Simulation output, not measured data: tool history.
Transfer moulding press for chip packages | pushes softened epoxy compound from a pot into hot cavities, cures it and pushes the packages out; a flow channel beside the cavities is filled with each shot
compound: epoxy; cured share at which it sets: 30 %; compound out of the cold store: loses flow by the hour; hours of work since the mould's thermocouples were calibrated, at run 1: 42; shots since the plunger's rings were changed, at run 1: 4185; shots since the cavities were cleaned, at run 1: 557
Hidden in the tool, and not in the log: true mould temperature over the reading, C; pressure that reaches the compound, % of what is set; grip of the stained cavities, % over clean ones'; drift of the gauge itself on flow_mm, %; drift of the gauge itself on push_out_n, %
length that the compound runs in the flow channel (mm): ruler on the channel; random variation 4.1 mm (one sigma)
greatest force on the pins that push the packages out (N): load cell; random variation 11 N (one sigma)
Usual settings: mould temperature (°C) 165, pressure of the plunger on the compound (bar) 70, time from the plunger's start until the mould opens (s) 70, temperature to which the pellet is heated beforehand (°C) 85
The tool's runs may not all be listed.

run,day,mould temperature (°C),pressure of the plunger on the compound (bar),time from the plunger's start until the mould opens (s),temperature to which the pellet is heated beforehand (°C),hours of work since the mould's thermocouples were calibrated,shots since the plunger's rings were changed,shots since the cavities were cleaned,incoming compound's hours out of the cold store,length that the compound runs in the flow channel (mm),greatest force on the pins that push the packages out (N)
1,0,165,70,70,85,42,4185,557,15.4,577,787
# day 0.379: cavities cleaned with cleaning compound and waxed
2,0.438,165,70,70,85,47,4316,19,19.5,567,536
3,0.708,165,70,70,85,51,4413,116,18.4,566,578
4,1.033,165,70,70,85,55,4526,229,24.1,560,662
5,1.25,165,52.6,70,85,58,4603,306,37.4,465,674
6,1.621,165,70,70,85,63,4732,435,8.1,581,755
7,1.862,165,70,70,85,66,4817,520,40.6,529,743
8,2.162,165,70,70,85,70,4923,626,27.3,551,789
# day 2.354: cavities cleaned with cleaning compound and waxed
9,2.696,165,70,70,85,76,5089,121,22.1,557,590
10,2.917,165,58.5,70,91,79,5166,198,19.1,514,653
# day 3.121: plunger's sealing rings changed
11,3.429,167,58.5,70,91,85,109,342,34.6,530,630
12,3.654,167,69.9,70,91,88,188,421,23.2,592,704
13,4.117,163,69.9,70,76,94,350,583,15,617,884
# day 4.412: cavities cleaned with cleaning compound and waxed
14,4.475,165,70,66,85,98,454,22,25.2,594,616
15,4.946,165,70,66,85,104,619,187,29.9,582,699
16,5.158,165,52,66,85,107,694,262,45.3,476,750

5 ways to go on from here, each from the tool as it stands after run 16. What would each give?
A,5.492,165,73.1,54,80,111,811,379,44.1,?,?
B,5.492,165,84.8,89,85,111,811,379,32.6,?,?
C,5.492,165,70,70,87,111,811,379,16.9,?,?
D,5.492,165,70,104,83,111,811,379,13.9,?,?
E,5.492,162,80.6,83,85,111,811,379,10.8,?,?

run,length that the compound runs in the flow channel (mm),greatest force on the pins that push the packages out (N)
A,571,1228
B,641,621
C,603,744
D,610,609
E,656,705
Without the tool's hidden state the same runs would have given:
run,length that the compound runs in the flow channel (mm),greatest force on the pins that push the packages out (N)
A,578,880
B,649,435
C,611,528
D,619,425
E,665,498

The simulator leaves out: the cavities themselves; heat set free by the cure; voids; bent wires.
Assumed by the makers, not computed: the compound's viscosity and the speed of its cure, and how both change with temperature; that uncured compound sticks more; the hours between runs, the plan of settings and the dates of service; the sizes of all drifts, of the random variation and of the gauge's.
